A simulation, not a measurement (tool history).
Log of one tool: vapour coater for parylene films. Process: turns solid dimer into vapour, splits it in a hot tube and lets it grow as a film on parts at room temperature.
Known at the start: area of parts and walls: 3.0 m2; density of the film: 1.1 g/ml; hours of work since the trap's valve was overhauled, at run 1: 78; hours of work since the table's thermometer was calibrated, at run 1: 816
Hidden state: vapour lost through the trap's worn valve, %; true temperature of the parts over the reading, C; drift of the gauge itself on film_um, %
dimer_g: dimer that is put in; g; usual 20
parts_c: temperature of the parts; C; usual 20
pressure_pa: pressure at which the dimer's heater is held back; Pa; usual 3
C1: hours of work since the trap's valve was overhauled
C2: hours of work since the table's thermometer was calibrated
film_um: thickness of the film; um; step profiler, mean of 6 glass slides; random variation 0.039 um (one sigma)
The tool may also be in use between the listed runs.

Run 1, hour 0: usual settings; C1 78; C2 816. Result: film_um 4.03 um.
Run 2, hour 13.4: usual settings; C1 90; C2 828. Result: film_um 4.06 um.
Run 3, hour 24.5: usual settings; C1 99; C2 838. Result: film_um 3.98 um.
Run 4, hour 40.6: usual settings; C1 113; C2 852. Result: film_um 3.96 um.
Run 5, hour 62: usual settings but parts_c 22 C; C1 132; C2 871. Result: film_um 3.57 um.
Run 6, hour 80.1: usual settings but parts_c 13 C, pressure_pa 2.2 Pa; C1 148; C2 887. Result: film_um 5.63 um.
Run 7, hour 96.8: usual settings but parts_c 26 C, pressure_pa 2.2 Pa; C1 163; C2 901. Result: film_um 3.14 um.
At hour 101.9: trap's valve overhauled.
Run 8, hour 123.8: usual settings but dimer_g 25 g, parts_c 25 C, pressure_pa 7.64 Pa; C1 19; C2 921. Result: film_um 3.21 um.
Run 9, hour 146.4: usual settings but dimer_g 25 g, parts_c 25 C, pressure_pa 7.64 Pa; C1 39; C2 941. Result: film_um 3.27 um.
Run 10, hour 167: usual settings but dimer_g 11 g, parts_c 13 C, pressure_pa 7.64 Pa; C1 57; C2 959. Result: film_um 2.41 um.

4 ways to go on from here, each from the tool as it stands after run 10. What would each give?
Run A, hour 177.8: usual settings but dimer_g 12 g, parts_c 19 C, pressure_pa 7.64 Pa; C1 67; C2 969. Result: film_um ?.
Run B, hour 177.8: usual settings but parts_c 32 C; C1 67; C2 969. Result: film_um ?.
Run C, hour 177.8: usual settings but dimer_g 22 g, pressure_pa 2.26 Pa; C1 67; C2 969. Result: film_um ?.
Run D, hour 177.8: usual settings but dimer_g 12 g, pressure_pa 7.89 Pa; C1 67; C2 969. Result: film_um ?.

run  film_um
  A     2.01
  B     2.13
  C     4.15
  D     1.89
Without the tool's hidden state the same runs would have given:
run  film_um
  A     2.31
  B     2.46
  C     4.78
  D     2.18

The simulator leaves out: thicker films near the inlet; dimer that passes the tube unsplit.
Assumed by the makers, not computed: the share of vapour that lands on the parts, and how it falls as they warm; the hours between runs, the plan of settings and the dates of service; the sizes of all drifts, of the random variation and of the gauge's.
